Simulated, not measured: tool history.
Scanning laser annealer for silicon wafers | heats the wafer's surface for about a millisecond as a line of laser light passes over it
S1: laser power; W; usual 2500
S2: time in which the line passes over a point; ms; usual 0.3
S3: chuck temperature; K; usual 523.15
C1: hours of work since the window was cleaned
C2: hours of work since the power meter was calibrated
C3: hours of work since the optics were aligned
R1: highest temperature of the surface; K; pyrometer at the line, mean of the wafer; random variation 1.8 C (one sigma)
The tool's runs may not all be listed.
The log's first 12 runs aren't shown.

Run 13, hour 290.5: usual settings but S1 2409 W, S3 514.15 K; C1 211; C2 211; C3 1641. Result: R1 1244.15 K.
Run 14, hour 321.4: usual settings but S1 2409 W, S3 514.15 K; C1 224; C2 224; C3 1653. Result: R1 1247.15 K.
Run 15, hour 350.9: usual settings but S1 2409 W, S3 514.15 K; C1 236; C2 236; C3 1665. Result: R1 1245.15 K.
Run 16, hour 368.7: usual settings but S3 554.15 K; C1 243; C2 243; C3 1673. Result: R1 1315.15 K.
Run 17, hour 397.6: usual settings but S3 554.15 K; C1 255; C2 255; C3 1685. Result: R1 1311.15 K.
Run 18, hour 428.5: usual settings but S1 2378 W; C1 268; C2 268; C3 1697. Result: R1 1247.15 K.
Run 19, hour 448.6: usual settings but S1 2378 W; C1 276; C2 276; C3 1706. Result: R1 1244.15 K.
Run 20, hour 476: usual settings but S1 2746 W, S2 0.232 ms, S3 512.15 K; C1 287; C2 287; C3 1717. Result: R1 1258.15 K.
Run 21, hour 506.7: usual settings but S1 2569 W, S2 0.232 ms, S3 534.15 K; C1 300; C2 300; C3 1729. Result: R1 1231.15 K.
Run 22, hour 526.4: usual settings but S1 2323 W, S2 0.355 ms, S3 538.15 K; C1 308; C2 308; C3 1738. Result: R1 1293.15 K.
At hour 532.1: laser's power meter calibrated.
Run 23, hour 558.6: usual settings but S1 2159 W, S3 537.15 K; C1 320; C2 11; C3 1750. Result: R1 1190.15 K.
Run 24, hour 583.9: usual settings but S1 2512 W, S2 0.249 ms, S3 537.15 K; C1 330; C2 21; C3 1760. Result: R1 1240.15 K.
Run 25, hour 615.4: usual settings but S1 2560 W, S2 0.286 ms, S3 537.15 K; C1 343; C2 34; C3 1773. Result: R1 1300.15 K.
Run 26, hour 637.4: usual settings but S1 2639 W, S2 0.23 ms, S3 543.15 K; C1 352; C2 43; C3 1782. Result: R1 1257.15 K.
Run 27, hour 669.9: usual settings but S1 2333 W, S3 487.15 K; C1 366; C2 57; C3 1795. Result: R1 1195.15 K.
Run 28, hour 696.1: usual settings but S1 2333 W, S3 503.15 K; C1 377; C2 67; C3 1806. Result: R1 1209.15 K.
Run 29, hour 729.6: usual settings but S1 2670 W, S2 0.297 ms, S3 506.15 K; C1 390; C2 81; C3 1820. Result: R1 1314.15 K.
At hour 754.4: laser's power meter calibrated, once more.
Run 30, hour 763: usual settings but S1 2145 W, S3 559.15 K; C1 403; C2 4; C3 1832. Result: R1 1200.15 K.
Run 31, hour 790.9: usual settings but S1 2159 W, S2 0.293 ms, S3 492.15 K; C1 414; C2 15; C3 1844. Result: R1 1129.15 K.
Run 32, hour 817.1: usual settings but S1 2144 W, S2 0.327 ms; C1 425; C2 26; C3 1855. Result: R1 1188.15 K.
Run 33, hour 844.2: usual settings but S1 2257 W, S2 0.233 ms, S3 553.15 K; C1 436; C2 37; C3 1866. Result: R1 1154.15 K.
Run 34, hour 870.2: usual settings but S1 2558 W, S3 507.15 K; C1 447; C2 48; C3 1876. Result: R1 1272.15 K.
Run 35, hour 903.4: usual settings but S1 2657 W, S2 0.251 ms, S3 535.15 K; C1 461; C2 61; C3 1890. Result: R1 1271.15 K.

Forecast each of these 5 alternatives for the next run:
Run A, hour 932.6: usual settings but S2 0.229 ms, S3 522.15 K; C1 473; C2 73; C3 1902. Result: R1 ?.
Run B, hour 932.6: usual settings but S1 2520 W, S2 0.251 ms, S3 530.15 K; C1 473; C2 73; C3 1902. Result: R1 ?.
Run C, hour 932.6: usual settings but S1 2657 W, S2 0.258 ms, S3 535.15 K; C1 473; C2 73; C3 1902. Result: R1 ?.
Run D, hour 932.6: usual settings but S1 2476 W, S2 0.269 ms, S3 535.15 K; C1 473; C2 73; C3 1902. Result: R1 ?.
Run E, hour 932.6: usual settings but S1 2685 W, S3 542.15 K; C1 473; C2 73; C3 1902. Result: R1 ?.

run       R1
  A  1189.15
  B  1228.15
  C  1277.15
  D  1243.15
  E  1348.15
Without the tool's hidden state the same runs would have given:
run       R1
  A  1217.15
  B  1257.15
  C  1309.15
  D  1273.15
  E  1382.15
